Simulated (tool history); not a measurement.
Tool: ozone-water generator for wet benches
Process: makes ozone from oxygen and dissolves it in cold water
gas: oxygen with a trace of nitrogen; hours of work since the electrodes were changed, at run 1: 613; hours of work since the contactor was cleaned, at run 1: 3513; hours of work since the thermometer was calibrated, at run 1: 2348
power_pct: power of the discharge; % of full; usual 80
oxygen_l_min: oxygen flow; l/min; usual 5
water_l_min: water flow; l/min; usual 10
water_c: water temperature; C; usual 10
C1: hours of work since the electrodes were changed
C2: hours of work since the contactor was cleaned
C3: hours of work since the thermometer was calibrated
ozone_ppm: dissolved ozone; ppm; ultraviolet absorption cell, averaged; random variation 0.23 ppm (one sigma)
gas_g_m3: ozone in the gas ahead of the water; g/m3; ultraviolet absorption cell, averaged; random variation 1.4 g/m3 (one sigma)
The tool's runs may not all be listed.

{"run": 1, "hour": 0.0, "power_pct": 80, "oxygen_l_min": 5, "water_l_min": 10, "water_c": 10, "C1": 613, "C2": 3513, "C3": 2348, "ozone_ppm": 31.9, "gas_g_m3": 253.8}
{"run": 2, "hour": 49.2, "power_pct": 80, "oxygen_l_min": 5, "water_l_min": 10, "water_c": 10, "C1": 647, "C2": 3546, "C3": 2382, "ozone_ppm": 32.3, "gas_g_m3": 254.4}
{"run": 3, "hour": 86.9, "power_pct": 80, "oxygen_l_min": 5, "water_l_min": 10, "water_c": 10, "C1": 672, "C2": 3572, "C3": 2407, "ozone_ppm": 31.7, "gas_g_m3": 254.7}
{"run": 4, "hour": 146.4, "power_pct": 80, "oxygen_l_min": 5, "water_l_min": 10, "water_c": 10, "C1": 712, "C2": 3612, "C3": 2448, "ozone_ppm": 31.9, "gas_g_m3": 252.4}
{"run": 5, "hour": 209.4, "power_pct": 80, "oxygen_l_min": 5, "water_l_min": 10, "water_c": 12, "C1": 755, "C2": 3655, "C3": 2490, "ozone_ppm": 30.4, "gas_g_m3": 254}
{"run": 6, "hour": 270.1, "power_pct": 63, "oxygen_l_min": 5, "water_l_min": 10, "water_c": 10, "C1": 796, "C2": 3696, "C3": 2532, "ozone_ppm": 25.7, "gas_g_m3": 202.6}
{"run": 7, "hour": 335.2, "power_pct": 63, "oxygen_l_min": 5, "water_l_min": 6, "water_c": 10, "C1": 841, "C2": 3741, "C3": 2576, "ozone_ppm": 34.9, "gas_g_m3": 204.3}
{"run": 8, "hour": 399.8, "power_pct": 63, "oxygen_l_min": 5, "water_l_min": 6, "water_c": 10, "C1": 884, "C2": 3784, "C3": 2620, "ozone_ppm": 34.5, "gas_g_m3": 204.3}
{"run": 9, "hour": 469.2, "power_pct": 63, "oxygen_l_min": 5, "water_l_min": 6, "water_c": 7, "C1": 932, "C2": 3832, "C3": 2667, "ozone_ppm": 36.5, "gas_g_m3": 203.2}
{"run": 10, "hour": 525.1, "power_pct": 63, "oxygen_l_min": 5, "water_l_min": 6, "water_c": 8, "C1": 969, "C2": 3869, "C3": 2705, "ozone_ppm": 35.9, "gas_g_m3": 204.2}
{"run": 11, "hour": 565.6, "power_pct": 63, "oxygen_l_min": 5, "water_l_min": 6, "water_c": 8, "C1": 997, "C2": 3897, "C3": 2732, "ozone_ppm": 36, "gas_g_m3": 205.1}
{"run": 12, "hour": 624.1, "power_pct": 63, "oxygen_l_min": 5, "water_l_min": 6, "water_c": 8, "C1": 1037, "C2": 3937, "C3": 2772, "ozone_ppm": 36.1, "gas_g_m3": 203.4}
{"run": 13, "hour": 671.2, "power_pct": 63, "oxygen_l_min": 5, "water_l_min": 6, "water_c": 8, "C1": 1069, "C2": 3969, "C3": 2804, "ozone_ppm": 35.5, "gas_g_m3": 202}
{"run": 14, "hour": 717.2, "power_pct": 63, "oxygen_l_min": 5, "water_l_min": 6, "water_c": 8, "C1": 1100, "C2": 4000, "C3": 2835, "ozone_ppm": 35.8, "gas_g_m3": 201.4}
{"run": 15, "hour": 751.1, "power_pct": 58, "oxygen_l_min": 5, "water_l_min": 10, "water_c": 10, "C1": 1123, "C2": 4023, "C3": 2858, "ozone_ppm": 23.5, "gas_g_m3": 188.3}
{"run": 16, "hour": 803.4, "power_pct": 58, "oxygen_l_min": 5, "water_l_min": 10, "water_c": 10, "C1": 1158, "C2": 4058, "C3": 2894, "ozone_ppm": 23.2, "gas_g_m3": 190.6}
{"run": 17, "hour": 873.7, "power_pct": 64, "oxygen_l_min": 5.32, "water_l_min": 11, "water_c": 5, "C1": 1206, "C2": 4106, "C3": 2941, "ozone_ppm": 26.1, "gas_g_m3": 200.1}
{"run": 18, "hour": 911.5, "power_pct": 63, "oxygen_l_min": 5.19, "water_l_min": 8, "water_c": 7, "C1": 1232, "C2": 4132, "C3": 2967, "ozone_ppm": 30.4, "gas_g_m3": 200.2}
{"run": 19, "hour": 949.8, "power_pct": 56, "oxygen_l_min": 5.97, "water_l_min": 8, "water_c": 7, "C1": 1258, "C2": 4158, "C3": 2993, "ozone_ppm": 27.6, "gas_g_m3": 168.5}
{"run": 20, "hour": 995.6, "power_pct": 56, "oxygen_l_min": 7.76, "water_l_min": 13, "water_c": 7, "C1": 1289, "C2": 4189, "C3": 3024, "ozone_ppm": 20, "gas_g_m3": 151.4}
{"run": 21, "hour": 1064.8, "power_pct": 89, "oxygen_l_min": 5, "water_l_min": 14, "water_c": 10, "C1": 1336, "C2": 4236, "C3": 3071, "ozone_ppm": 26, "gas_g_m3": 270.4}
{"run": 22, "hour": 1103.4, "power_pct": 89, "oxygen_l_min": 5, "water_l_min": 14, "water_c": 10, "C1": 1362, "C2": 4262, "C3": 3097, "ozone_ppm": 26.3, "gas_g_m3": 270.3}
{"run": 23, "hour": 1170.5, "power_pct": 54, "oxygen_l_min": 5, "water_l_min": 8, "water_c": 7, "C1": 1407, "C2": 4307, "C3": 3143, "ozone_ppm": 26.4, "gas_g_m3": 178.9}
{"hour": 1200.0, "done": "water thermometer calibrated"}
{"run": 24, "hour": 1221.4, "power_pct": 54, "oxygen_l_min": 5, "water_l_min": 7, "water_c": 15, "C1": 1442, "C2": 4342, "C3": 15, "ozone_ppm": 24.4, "gas_g_m3": 176.8}
{"run": 25, "hour": 1258.0, "power_pct": 74, "oxygen_l_min": 5, "water_l_min": 10, "water_c": 10, "C1": 1466, "C2": 4366, "C3": 39, "ozone_ppm": 28.8, "gas_g_m3": 232.6}
{"run": 26, "hour": 1330.8, "power_pct": 45, "oxygen_l_min": 5, "water_l_min": 10, "water_c": 12, "C1": 1516, "C2": 4416, "C3": 89, "ozone_ppm": 17.9, "gas_g_m3": 149.8}
{"run": 27, "hour": 1384.2, "power_pct": 62, "oxygen_l_min": 4.28, "water_l_min": 12, "water_c": 18, "C1": 1552, "C2": 4452, "C3": 125, "ozone_ppm": 18.6, "gas_g_m3": 212.6}
{"run": 28, "hour": 1449.3, "power_pct": 62, "oxygen_l_min": 4.28, "water_l_min": 12, "water_c": 18, "C1": 1596, "C2": 4496, "C3": 169, "ozone_ppm": 18.9, "gas_g_m3": 212.6}
{"run": 29, "hour": 1519.4, "power_pct": 80, "oxygen_l_min": 2.64, "water_l_min": 9, "water_c": 10, "C1": 1644, "C2": 4544, "C3": 217, "ozone_ppm": 31.1, "gas_g_m3": 329.8}
{"run": 30, "hour": 1589.1, "power_pct": 80, "oxygen_l_min": 4.74, "water_l_min": 9, "water_c": 5, "C1": 1691, "C2": 4591, "C3": 264, "ozone_ppm": 35.3, "gas_g_m3": 251.9}
{"run": 31, "hour": 1648.9, "power_pct": 80, "oxygen_l_min": 4.74, "water_l_min": 9, "water_c": 5, "C1": 1732, "C2": 4632, "C3": 305, "ozone_ppm": 35.5, "gas_g_m3": 252.5}
{"run": 32, "hour": 1705.7, "power_pct": 44, "oxygen_l_min": 3.62, "water_l_min": 9, "water_c": 10, "C1": 1770, "C2": 4670, "C3": 343, "ozone_ppm": 18.9, "gas_g_m3": 171.4}

3 ways to go on from here, each from the tool as it stands after run 32. What would each give?
{"run": "A", "hour": 1752.4, "power_pct": 44, "oxygen_l_min": 3.41, "water_l_min": 9, "water_c": 6, "C1": 1802, "C2": 4702, "C3": 375, "ozone_ppm": "?", "gas_g_m3": "?"}
{"run": "B", "hour": 1752.4, "power_pct": 44, "oxygen_l_min": 3.62, "water_l_min": 9, "water_c": 15, "C1": 1802, "C2": 4702, "C3": 375, "ozone_ppm": "?", "gas_g_m3": "?"}
{"run": "C", "hour": 1752.4, "power_pct": 41, "oxygen_l_min": 8.19, "water_l_min": 9, "water_c": 8, "C1": 1802, "C2": 4702, "C3": 375, "ozone_ppm": "?", "gas_g_m3": "?"}

run=A ozone_ppm=20.4 gas_g_m3=176.2
run=B ozone_ppm=17.8 gas_g_m3=170.4
run=C ozone_ppm=18.4 gas_g_m3=112.5
Without the tool's hidden state the same runs would have given:
run=A ozone_ppm=23.5 gas_g_m3=180.2
run=B ozone_ppm=20.5 gas_g_m3=174.2
run=C ozone_ppm=21.2 gas_g_m3=114.7
